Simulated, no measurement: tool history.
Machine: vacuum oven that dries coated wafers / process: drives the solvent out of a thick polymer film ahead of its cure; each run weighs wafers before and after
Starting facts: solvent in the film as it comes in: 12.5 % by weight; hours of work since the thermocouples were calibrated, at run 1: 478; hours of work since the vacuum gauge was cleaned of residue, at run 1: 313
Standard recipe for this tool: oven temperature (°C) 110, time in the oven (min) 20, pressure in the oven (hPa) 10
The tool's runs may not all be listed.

run,day,oven temperature (°C),time in the oven (min),pressure in the oven (hPa),hours of work since the thermocouples were calibrated,hours of work since the vacuum gauge was cleaned of residue,solvent left in the film (%)
1,0,110,20,10,478,313,2.03
2,0.475,110,20,10,485,320,1.97
3,0.821,110,20,10,490,324,2.07
4,1.571,107,20,10,501,335,2.46
5,2.425,110,20,10,513,348,1.97
6,3.242,110,20,10,525,359,2.07
7,3.704,110,20,10,532,366,2.01
8,4.338,111,20,10,541,375,1.76
9,5.062,111,20,10,551,386,1.85
10,5.912,111,20,10,564,398,1.77
11,6.496,110,16,10,572,406,2.56
12,7.288,110,20,9.6,583,418,1.94
13,8.142,99,14,10.6,596,430,5.67
14,8.625,99,14,37.2,603,437,7.52
15,9.108,99,14,37.2,610,444,7.61
# day 9.975: oven's thermocouples calibrated
16,10.012,101,21,37.2,1,456,6.07
17,10.546,100,17,5.1,8,464,4.43
18,10.979,124,20,16.5,14,470,0.94
19,11.688,116,19,21.3,25,480,2.04
20,12.479,116,19,21.3,36,492,1.99
21,13.067,105,20,9.1,45,500,2.89
22,13.921,110,18,8.7,57,512,2.1
23,14.629,110,18,8.7,67,523,2.18
24,14.988,107,21,9.9,72,528,2.33

Each row is a separate what-if for the run after 24, all from the same tool condition, not one after another. Results?
A,15.579,107,26,9.9,81,536,?
B,15.579,110,16,34.7,81,536,?
C,15.579,107,35,9.9,81,536,?
D,15.579,105,21,12.9,81,536,?
E,15.579,110,22,18.7,81,536,?

run,solvent left in the film (%)
A,1.97
B,4.3
C,1.31
D,3.11
E,2.49
Without the tool's unlogged condition, the same runs would have read:
run,solvent left in the film (%)
A,1.97
B,4.3
C,1.3
D,3.11
E,2.48

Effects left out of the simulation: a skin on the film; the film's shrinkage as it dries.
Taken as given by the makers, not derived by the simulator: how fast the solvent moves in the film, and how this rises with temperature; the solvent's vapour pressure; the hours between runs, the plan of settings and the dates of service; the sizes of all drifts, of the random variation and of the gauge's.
